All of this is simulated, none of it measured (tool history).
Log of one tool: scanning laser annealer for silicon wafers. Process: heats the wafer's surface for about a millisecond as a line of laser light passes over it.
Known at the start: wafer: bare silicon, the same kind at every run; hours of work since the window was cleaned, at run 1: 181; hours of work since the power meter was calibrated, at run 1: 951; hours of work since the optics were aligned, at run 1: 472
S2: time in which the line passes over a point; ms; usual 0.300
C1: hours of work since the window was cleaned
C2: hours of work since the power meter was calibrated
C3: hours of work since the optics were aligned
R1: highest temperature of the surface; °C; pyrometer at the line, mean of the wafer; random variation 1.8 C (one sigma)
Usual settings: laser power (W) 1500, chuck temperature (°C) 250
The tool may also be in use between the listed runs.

run 1 hour=0.0 | laser_power_(W)=1500 S2=0.300 chuck_temperature_(°C)=250 | C1=181 C2=951 C3=472 | R1=965
run 2 hour=81.1 | laser_power_(W)=1638 S2=0.300 chuck_temperature_(°C)=250 | C1=235 C2=1005 C3=526 | R1=1029
run 3 hour=160.5 | laser_power_(W)=1638 S2=0.300 chuck_temperature_(°C)=250 | C1=288 C2=1058 C3=578 | R1=1030
run 4 hour=244.7 | laser_power_(W)=1500 S2=0.300 chuck_temperature_(°C)=250 | C1=343 C2=1114 C3=634 | R1=962
run 5 hour=287.9 | laser_power_(W)=1500 S2=0.300 chuck_temperature_(°C)=246 | C1=372 C2=1142 C3=663 | R1=958
run 6 hour=352.3 | laser_power_(W)=1568 S2=0.300 chuck_temperature_(°C)=250 | C1=415 C2=1185 C3=705 | R1=991
run 7 hour=430.7 | laser_power_(W)=1568 S2=0.300 chuck_temperature_(°C)=250 | C1=467 C2=1237 C3=757 | R1=987
run 8 hour=477.5 | laser_power_(W)=1539 S2=0.300 chuck_temperature_(°C)=250 | C1=498 C2=1268 C3=788 | R1=974
run 9 hour=547.6 | laser_power_(W)=1500 S2=0.300 chuck_temperature_(°C)=250 | C1=544 C2=1314 C3=835 | R1=960
run 10 hour=625.7 | laser_power_(W)=1500 S2=0.257 chuck_temperature_(°C)=250 | C1=596 C2=1366 C3=887 | R1=894
run 11 hour=683.5 | laser_power_(W)=1500 S2=0.300 chuck_temperature_(°C)=221 | C1=634 C2=1404 C3=925 | R1=921
run 12 hour=755.2 | laser_power_(W)=1500 S2=0.300 chuck_temperature_(°C)=250 | C1=682 C2=1452 C3=972 | R1=952
run 13 hour=819.4 | laser_power_(W)=1318 S2=0.300 chuck_temperature_(°C)=250 | C1=724 C2=1494 C3=1015 | R1=871
run 14 hour=892.8 | laser_power_(W)=1318 S2=0.300 chuck_temperature_(°C)=250 | C1=773 C2=1543 C3=1064 | R1=868
run 15 hour=961.1 | laser_power_(W)=1500 S2=0.235 chuck_temperature_(°C)=250 | C1=818 C2=1588 C3=1109 | R1=858
run 16 hour=1054.8 | laser_power_(W)=1500 S2=0.242 chuck_temperature_(°C)=250 | C1=880 C2=1650 C3=1171 | R1=868
-- hour=1080.9 window over the wafer cleaned
run 17 hour=1099.0 | laser_power_(W)=1500 S2=0.242 chuck_temperature_(°C)=250 | C1=12 C2=1678 C3=1199 | R1=882
run 18 hour=1158.7 | laser_power_(W)=1500 S2=0.300 chuck_temperature_(°C)=281 | C1=52 C2=1718 C3=1238 | R1=995
run 19 hour=1224.5 | laser_power_(W)=1500 S2=0.366 chuck_temperature_(°C)=250 | C1=95 C2=1762 C3=1282 | R1=1049
run 20 hour=1282.0 | laser_power_(W)=1500 S2=0.366 chuck_temperature_(°C)=250 | C1=133 C2=1800 C3=1320 | R1=1045
run 21 hour=1351.0 | laser_power_(W)=1500 S2=0.300 chuck_temperature_(°C)=250 | C1=179 C2=1845 C3=1366 | R1=957
-- hour=1420.5 optics aligned, line set to its width
run 22 hour=1431.6 | laser_power_(W)=1278 S2=0.333 chuck_temperature_(°C)=253 | C1=229 C2=1896 C3=7 | R1=902
run 23 hour=1511.2 | laser_power_(W)=1278 S2=0.333 chuck_temperature_(°C)=253 | C1=282 C2=1948 C3=60 | R1=901
run 24 hour=1575.7 | laser_power_(W)=1316 S2=0.333 chuck_temperature_(°C)=253 | C1=325 C2=1991 C3=103 | R1=917
run 25 hour=1628.6 | laser_power_(W)=1547 S2=0.300 chuck_temperature_(°C)=241 | C1=360 C2=2026 C3=138 | R1=973
run 26 hour=1715.7 | laser_power_(W)=1620 S2=0.248 chuck_temperature_(°C)=250 | C1=417 C2=2084 C3=196 | R1=934
run 27 hour=1797.8 | laser_power_(W)=1620 S2=0.248 chuck_temperature_(°C)=250 | C1=472 C2=2138 C3=250 | R1=935
run 28 hour=1847.3 | laser_power_(W)=1500 S2=0.322 chuck_temperature_(°C)=244 | C1=505 C2=2171 C3=283 | R1=978
run 29 hour=1941.3 | laser_power_(W)=1500 S2=0.274 chuck_temperature_(°C)=213 | C1=567 C2=2233 C3=345 | R1=883
run 30 hour=1981.0 | laser_power_(W)=1500 S2=0.303 chuck_temperature_(°C)=225 | C1=593 C2=2260 C3=371 | R1=930
run 31 hour=2060.1 | laser_power_(W)=1306 S2=0.236 chuck_temperature_(°C)=225 | C1=646 C2=2312 C3=424 | R1=759
run 32 hour=2138.4 | laser_power_(W)=1348 S2=0.289 chuck_temperature_(°C)=247 | C1=698 C2=2364 C3=476 | R1=867
run 33 hour=2208.5 | laser_power_(W)=1299 S2=0.300 chuck_temperature_(°C)=250 | C1=744 C2=2410 C3=522 | R1=857
run 34 hour=2257.6 | laser_power_(W)=1299 S2=0.300 chuck_temperature_(°C)=250 | C1=777 C2=2443 C3=555 | R1=858
run 35 hour=2307.3 | laser_power_(W)=1299 S2=0.259 chuck_temperature_(°C)=222 | C1=810 C2=2476 C3=588 | R1=779
run 36 hour=2366.1 | laser_power_(W)=1554 S2=0.259 chuck_temperature_(°C)=269 | C1=848 C2=2515 C3=627 | R1=934
-- hour=2440.9 window over the wafer cleaned
run 37 hour=2444.7 | laser_power_(W)=1554 S2=0.259 chuck_temperature_(°C)=269 | C1=2 C2=2566 C3=677 | R1=949
run 38 hour=2522.4 | laser_power_(W)=1554 S2=0.259 chuck_temperature_(°C)=269 | C1=54 C2=2617 C3=729 | R1=947
run 39 hour=2600.9 | laser_power_(W)=1537 S2=0.364 chuck_temperature_(°C)=288 | C1=106 C2=2669 C3=781 | R1=1102
run 40 hour=2680.9 | laser_power_(W)=1550 S2=0.300 chuck_temperature_(°C)=257 | C1=159 C2=2722 C3=834 | R1=991
run 41 hour=2730.2 | laser_power_(W)=1500 S2=0.272 chuck_temperature_(°C)=276 | C1=192 C2=2755 C3=867 | R1=947
run 42 hour=2780.5 | laser_power_(W)=1470 S2=0.247 chuck_temperature_(°C)=276 | C1=225 C2=2788 C3=900 | R1=898

The same runs without the tool's hidden state, with the same run-to-run variation:
The hidden state here: light that passes the window, % of a clean one's; laser's true power over the reading, %; width of the line over the set one, %; drift of the gauge itself on peak_c, C.
run=1 R1=973
run=2 R1=1040
run=3 R1=1042
run=4 R1=975
run=5 R1=971
run=6 R1=1007
run=7 R1=1003
run=8 R1=991
run=9 R1=978
run=10 R1=912
run=11 R1=942
run=12 R1=974
run=13 R1=891
run=14 R1=889
run=15 R1=880
run=16 R1=892
run=17 R1=891
run=18 R1=1007
run=19 R1=1064
run=20 R1=1061
run=21 R1=972
run=22 R1=912
run=23 R1=912
run=24 R1=929
run=25 R1=988
run=26 R1=949
run=27 R1=952
run=28 R1=998
run=29 R1=903
run=30 R1=951
run=31 R1=776
run=32 R1=888
run=33 R1=878
run=34 R1=880
run=35 R1=801
run=36 R1=960
run=37 R1=959
run=38 R1=958
run=39 R1=1117
run=40 R1=1006
run=41 R1=961
run=42 R1=912
